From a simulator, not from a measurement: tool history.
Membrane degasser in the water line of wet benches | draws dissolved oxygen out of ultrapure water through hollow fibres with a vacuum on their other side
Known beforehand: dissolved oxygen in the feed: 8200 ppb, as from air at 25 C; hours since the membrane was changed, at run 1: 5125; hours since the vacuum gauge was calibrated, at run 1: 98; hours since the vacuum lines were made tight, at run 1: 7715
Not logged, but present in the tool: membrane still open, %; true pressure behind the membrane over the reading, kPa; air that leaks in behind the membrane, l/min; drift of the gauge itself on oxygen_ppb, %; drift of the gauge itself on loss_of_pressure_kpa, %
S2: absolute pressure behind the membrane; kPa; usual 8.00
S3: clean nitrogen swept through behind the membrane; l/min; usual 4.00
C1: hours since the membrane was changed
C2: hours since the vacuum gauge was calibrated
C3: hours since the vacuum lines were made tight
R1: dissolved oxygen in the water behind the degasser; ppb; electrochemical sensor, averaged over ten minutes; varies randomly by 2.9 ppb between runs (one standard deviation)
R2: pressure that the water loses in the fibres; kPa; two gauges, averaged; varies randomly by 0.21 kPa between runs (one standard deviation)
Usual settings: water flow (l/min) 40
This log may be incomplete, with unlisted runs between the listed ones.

Run 1, hour 0.0: usual settings; C1 5125; C2 98; C3 7715. Result: R1 285.8 ppb, R2 49.37 kPa.
Run 2, hour 211.8: usual settings but water flow (l/min) 35; C1 5337; C2 310; C3 7927. Result: R1 234.2 ppb, R2 43.51 kPa.
Run 3, hour 326.9: usual settings but S3 6.01 l/min; C1 5452; C2 425; C3 8042. Result: R1 259.1 ppb, R2 49.13 kPa.
Run 4, hour 448.1: usual settings; C1 5573; C2 546; C3 8163. Result: R1 294.5 ppb, R2 49.30 kPa.
Run 5, hour 605.0: usual settings; C1 5730; C2 703; C3 8320. Result: R1 297.9 ppb, R2 49.09 kPa.
Run 6, hour 793.4: usual settings but S2 5.65 kPa; C1 5918; C2 891; C3 8508. Result: R1 239.3 ppb, R2 49.13 kPa.
Run 7, hour 941.0: usual settings but S3 2.02 l/min; C1 6066; C2 1039; C3 8656. Result: R1 387.3 ppb, R2 49.58 kPa.
Run 8, hour 1070.9: usual settings but S3 2.02 l/min; C1 6196; C2 1169; C3 8786. Result: R1 377.8 ppb, R2 49.19 kPa.
Run 9, hour 1168.1: usual settings but S3 2.02 l/min; C1 6293; C2 1266; C3 8883. Result: R1 383.3 ppb, R2 49.18 kPa.
At hour 1222.5: seals of the vacuum lines changed.
Run 10, hour 1349.3: usual settings but S3 2.02 l/min; C1 6472; C2 1445; C3 127. Result: R1 372.6 ppb, R2 48.92 kPa.
Run 11, hour 1444.6: usual settings but S3 2.02 l/min; C1 6567; C2 1540; C3 222. Result: R1 385.6 ppb, R2 49.02 kPa.
Run 12, hour 1659.7: usual settings but S2 8.09 kPa, S3 2.02 l/min; C1 6783; C2 1756; C3 437. Result: R1 385.6 ppb, R2 49.11 kPa.
Run 13, hour 1860.6: usual settings; C1 6983; C2 1956; C3 638. Result: R1 299.6 ppb, R2 49.39 kPa.
Run 14, hour 1998.4: usual settings but S2 10.03 kPa; C1 7121; C2 2094; C3 776. Result: R1 337.2 ppb, R2 49.03 kPa.
Run 15, hour 2203.2: usual settings but water flow (l/min) 64; C1 7326; C2 2299; C3 981. Result: R1 588.6 ppb, R2 78.33 kPa.
Run 16, hour 2392.2: usual settings but water flow (l/min) 64; C1 7515; C2 2488; C3 1170. Result: R1 579.2 ppb, R2 77.87 kPa.
Run 17, hour 2512.8: usual settings but water flow (l/min) 64; C1 7636; C2 2609; C3 1290. Result: R1 582.0 ppb, R2 78.50 kPa.
Run 18, hour 2681.1: usual settings but S2 12.61 kPa, S3 4.63 l/min; C1 7804; C2 2777; C3 1459. Result: R1 367.2 ppb, R2 49.15 kPa.
Run 19, hour 2850.6: usual settings but water flow (l/min) 54, S2 10.50 kPa, S3 11.89 l/min; C1 7973; C2 2947; C3 1628. Result: R1 402.9 ppb, R2 66.14 kPa.
At hour 2967.9: vacuum gauge calibrated.
Run 20, hour 2967.9: usual settings but water flow (l/min) 28, S2 6.07 kPa, S3 4.08 l/min; C1 8090; C2 0; C3 1745. Result: R1 128.4 ppb, R2 34.13 kPa.
Run 21, hour 3084.3: usual settings but water flow (l/min) 28, S2 6.07 kPa, S3 4.08 l/min; C1 8207; C2 116; C3 1861. Result: R1 130.4 ppb, R2 33.85 kPa.
Run 22, hour 3267.0: usual settings but S3 2.58 l/min; C1 8389; C2 299; C3 2044. Result: R1 347.6 ppb, R2 48.43 kPa.
Run 23, hour 3465.3: usual settings but water flow (l/min) 30, S2 6.09 kPa, S3 2.94 l/min; C1 8588; C2 497; C3 2242. Result: R1 167.9 ppb, R2 36.36 kPa.
Run 24, hour 3671.0: usual settings but water flow (l/min) 43, S2 7.84 kPa, S3 9.88 l/min; C1 8793; C2 703; C3 2448. Result: R1 260.6 ppb, R2 52.04 kPa.
Run 25, hour 3792.9: usual settings but water flow (l/min) 43, S2 7.84 kPa, S3 9.88 l/min; C1 8915; C2 825; C3 2570. Result: R1 261.0 ppb, R2 51.76 kPa.

5 options for the next run, each taken on its own from the tool as it stands now. Forecast them:
Run A, hour 3922.6: usual settings but water flow (l/min) 38, S2 15.87 kPa; C1 9045; C2 955; C3 2700. Result: R1 ?, R2 ?.
Run B, hour 3922.6: usual settings but water flow (l/min) 43, S2 8.61 kPa, S3 3.23 l/min; C1 9045; C2 955; C3 2700. Result: R1 ?, R2 ?.
Run C, hour 3922.6: usual settings but water flow (l/min) 31, S2 9.54 kPa, S3 9.88 l/min; C1 9045; C2 955; C3 2700. Result: R1 ?, R2 ?.
Run D, hour 3922.6: usual settings but water flow (l/min) 29, S2 7.43 kPa; C1 9045; C2 955; C3 2700. Result: R1 ?, R2 ?.
Run E, hour 3922.6: usual settings but water flow (l/min) 43, S2 5.95 kPa, S3 9.38 l/min; C1 9045; C2 955; C3 2700. Result: R1 ?, R2 ?.

run     R1     R2
  A  432.5  46.05
  B  375.5  52.40
  C  154.8  37.25
  D  161.2  34.61
  E  245.1  52.11
What these runs would have given with no unlogged condition in the tool:
run     R1     R2
  A  432.1  47.06
  B  374.9  53.54
  C  154.5  38.06
  D  160.9  35.37
  E  244.6  53.25
